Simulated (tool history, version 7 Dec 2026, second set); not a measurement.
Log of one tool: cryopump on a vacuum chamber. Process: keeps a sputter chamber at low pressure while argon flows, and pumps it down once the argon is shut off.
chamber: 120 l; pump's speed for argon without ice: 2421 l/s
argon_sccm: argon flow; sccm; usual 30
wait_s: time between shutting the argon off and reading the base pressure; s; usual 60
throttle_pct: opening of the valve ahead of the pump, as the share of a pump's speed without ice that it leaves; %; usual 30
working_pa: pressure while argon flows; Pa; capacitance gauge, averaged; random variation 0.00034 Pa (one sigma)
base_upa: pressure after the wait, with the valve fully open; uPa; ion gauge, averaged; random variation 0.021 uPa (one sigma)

Run 1, hour 0: usual settings. Result: working_pa 0.0708 Pa, base_upa 1.12 uPa.
Run 2, hour 14.7: usual settings. Result: working_pa 0.071 Pa, base_upa 1.1 uPa.
Run 3, hour 23.6: usual settings. Result: working_pa 0.0711 Pa, base_upa 1.11 uPa.
Run 4, hour 38.9: usual settings. Result: working_pa 0.0709 Pa, base_upa 1.13 uPa.
Run 5, hour 46.4: usual settings. Result: working_pa 0.0711 Pa, base_upa 1.12 uPa.
Run 6, hour 54.7: usual settings. Result: working_pa 0.0705 Pa, base_upa 1.13 uPa.
Run 7, hour 69.3: usual settings. Result: working_pa 0.0706 Pa, base_upa 1.14 uPa.
Run 8, hour 84.6: usual settings. Result: working_pa 0.0713 Pa, base_upa 1.14 uPa.
Run 9, hour 96.9: usual settings but argon_sccm 34 sccm, wait_s 53 s, throttle_pct 15 %. Result: working_pa 0.1603 Pa, base_upa 1.17 uPa.
Run 10, hour 112.3: usual settings but argon_sccm 48 sccm, wait_s 75 s, throttle_pct 18 %. Result: working_pa 0.1892 Pa, base_upa 1.04 uPa.
Run 11, hour 128.2: usual settings but argon_sccm 48 sccm, wait_s 75 s, throttle_pct 18 %. Result: working_pa 0.1885 Pa, base_upa 1.09 uPa.
Run 12, hour 141.9: usual settings but argon_sccm 48 sccm, wait_s 75 s, throttle_pct 18 %. Result: working_pa 0.1885 Pa, base_upa 1.08 uPa.
Run 13, hour 155.4: usual settings but argon_sccm 48 sccm, wait_s 75 s, throttle_pct 18 %. Result: working_pa 0.1885 Pa, base_upa 1.09 uPa.
Run 14, hour 171.3: usual settings but argon_sccm 44 sccm, wait_s 138 s, throttle_pct 45 %. Result: working_pa 0.0709 Pa, base_upa 0.93 uPa.
Run 15, hour 184: usual settings but argon_sccm 44 sccm, wait_s 138 s, throttle_pct 45 %. Result: working_pa 0.0708 Pa, base_upa 0.96 uPa.

Forecast each of these 5 alternatives for the next run:
Run A, hour 200: usual settings but wait_s 88 s, throttle_pct 27 %. Result: working_pa ?, base_upa ?.
Run B, hour 200: usual settings but argon_sccm 41 sccm, wait_s 92 s. Result: working_pa ?, base_upa ?.
Run C, hour 200: usual settings but argon_sccm 20 sccm, wait_s 138 s, throttle_pct 45 %. Result: working_pa ?, base_upa ?.
Run D, hour 200: usual settings but argon_sccm 27 sccm, throttle_pct 19 %. Result: working_pa ?, base_upa ?.
Run E, hour 200: usual settings but argon_sccm 15 sccm, wait_s 138 s, throttle_pct 45 %. Result: working_pa ?, base_upa ?.

run  working_pa  base_upa
  A      0.0796      1.04
  B      0.0978      1.02
  C      0.0327      0.99
  D       0.101      1.18
  E      0.0245      0.96
Without the tool's hidden state the same runs would have given:
run  working_pa  base_upa
  A      0.0779      0.38
  B      0.0955      0.35
  C      0.0316      0.29
  D      0.0995       0.5
  E      0.0237      0.29
